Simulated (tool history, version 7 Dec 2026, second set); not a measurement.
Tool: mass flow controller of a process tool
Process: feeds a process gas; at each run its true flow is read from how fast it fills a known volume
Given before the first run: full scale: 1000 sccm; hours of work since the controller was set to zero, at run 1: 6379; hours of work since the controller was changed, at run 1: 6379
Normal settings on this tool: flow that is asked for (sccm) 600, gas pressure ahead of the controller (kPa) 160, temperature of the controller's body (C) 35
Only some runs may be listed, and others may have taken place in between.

run	hour	flow that is asked for (sccm)	gas pressure ahead of the controller (kPa)	temperature of the controller's body (C)	hours of work since the controller was set to zero	hours of work since the controller was changed	true flow (%)
1	0	600	160	35	6379	6379	100.4
2	87.3	600	160	35	6411	6411	100.46
3	127.6	600	160	35	6426	6426	100.43
4	176.9	600	160	35	6445	6445	100.37
5	259.2	600	160	35	6475	6475	100.41
6	311.6	600	160	35	6494	6494	100.38
7	352.6	600	160	35	6510	6510	100.42
8	435.4	600	160	35	6540	6540	100.45
9	500.7	600	160	35	6564	6564	100.44
10	539.5	600	160	22	6579	6579	101.92
11	593.7	600	160	22	6599	6599	101.95
12	661.2	600	160	22	6624	6624	101.91
13	745.9	600	160	28	6655	6655	101.33
14	815.9	600	160	28	6681	6681	101.23
15	889	600	160	28	6708	6708	101.22
16	954.6	367	160	35	6733	6733	99.65
17	1022.4	600	160	31	6758	6758	100.98
# hour 1087.2: controller exchanged for a calibrated one
18	1103.9	600	160	31	6	6	98.53
19	1162.5	344	160	35	28	28	97.43
20	1208.2	344	160	35	45	45	97.46
21	1269	344	160	35	67	67	97.48
22	1309.2	344	160	35	82	82	97.42
23	1348.6	344	160	35	97	97	97.45
24	1429.3	111	160	35	127	127	96.92
25	1487.9	111	160	35	148	148	96.89
26	1549.7	563	160	23	171	171	99.48
27	1617.8	563	160	23	197	197	99.35
28	1672.3	563	160	34	217	217	98.29
29	1756	563	160	34	248	248	98.06
30	1822.2	563	160	34	272	272	98.14
31	1903.6	600	160	21	302	302	99.7
32	1954	600	160	21	321	321	99.69
33	2007.1	728	242	27	341	341	98.98
34	2051.5	728	242	27	357	357	98.81
35	2114.2	760	261	35	380	380	97.93
36	2199.2	760	261	35	412	412	97.95
37	2259.4	760	261	35	434	434	98.05
38	2311.1	760	261	35	453	453	98.1
39	2379.8	760	261	35	479	479	98.06

Run 40, settings as shown, results not yet in. Your forecast:
40	2446	115	150	30	503	503	?

Run 40 measured true flow (%) 97.55.
Were there no unlogged condition in the tool, this run, its random variation unchanged, would have produced true flow (%) 97.67.
